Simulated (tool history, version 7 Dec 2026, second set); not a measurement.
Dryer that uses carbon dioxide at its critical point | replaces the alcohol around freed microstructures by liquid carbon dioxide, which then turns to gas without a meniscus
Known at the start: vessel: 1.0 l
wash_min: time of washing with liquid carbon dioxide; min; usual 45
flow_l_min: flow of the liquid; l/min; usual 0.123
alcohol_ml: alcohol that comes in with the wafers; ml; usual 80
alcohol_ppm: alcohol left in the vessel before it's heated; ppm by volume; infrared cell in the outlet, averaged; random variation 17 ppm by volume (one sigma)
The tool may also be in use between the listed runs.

run     day  wash_min  flow_l_min  alcohol_ml  alcohol_ppm
  1   0.000        45       0.123          80         1316
  2   0.600        45       0.123          80         1421
  3   1.212        45       0.109          80         2281
  4   1.633        28       0.123          80         6345
  5   1.979        45       0.123          80         1450
  6   2.258        45       0.123          24          475
  7   2.742        45       0.123          24          463
  8   3.296        45       0.123          80         1510
  9   3.562        45       0.123          80         1476
 10   4.004        45       0.123          80         1535
 11   4.504        45       0.123          80         1541
 12   5.079        45       0.123          80         1580
 13   5.479        45       0.123          80         1577
 14   6.000        45       0.123          80         1639
 15   6.588        41       0.123          80         2329
 16   7.000        70       0.123          80          225
 17   7.458        45       0.086          80         5729
 18   8.042        45       0.086          80         5856
 19   8.358        45       0.086          80         5713
 20   8.771        45       0.086          80         5828
 21   9.096        45       0.086          80         5834
 22   9.479        45       0.086          80         5895
 23   9.867        45       0.086          80         5950
 24  10.204        45       0.086          80         6105
 25  10.483        34       0.084          59         8674
 26  11.117        45       0.116          80         1406
 27  11.588        45       0.158          61          260
 28  12.000        45       0.158          61          260
 29  12.346        41       0.099          73         3333
 30  12.617        45       0.094          75         3123
 31  13.033        39       0.173          80          448
 32  13.383        45       0.108          55         1444
 33  13.900        66       0.100          62          490
 34  14.417        66       0.100          62          483
 35  14.779        38       0.146          80         1160
 36  15.104        52       0.123          27          251
 37  15.392        43       0.201         104          167
 38  15.658        53       0.111          80         1032
 39  16.062        53       0.111          80         1041
 40  16.575        53       0.111          80         1031
 41  17.200        53       0.111          80         1069
 42  17.675        29       0.123          36         2537
 43  18.129        45       0.091          38         1974
 44  18.754        35       0.085          77         8853
 45  19.108        35       0.085          77         8904
 46  19.704        45       0.163         118          491

Taken out of this log: 2 entries between the listed runs. Where each belongs, and how the hidden state differs across it:
Between runs 25 and 26: inlet filter changed (day 10.800)
  flow that reaches the vessel past the clogged filter, %: 87.8 -> 99.5; alcohol in the recycled carbon dioxide, ppm: 44.4 -> 45.1
  measured less the result without the state, alcohol_ppm: +2045 -> +64 ppm by volume
Between runs 43 and 44: purifier's bed changed (day 18.462)
  flow that reaches the vessel past the clogged filter, %: 95.1 -> 94.7; alcohol in the recycled carbon dioxide, ppm: 53.5 -> 6.7
  measured less the result without the state, alcohol_ppm: +324 -> +996 ppm by volume
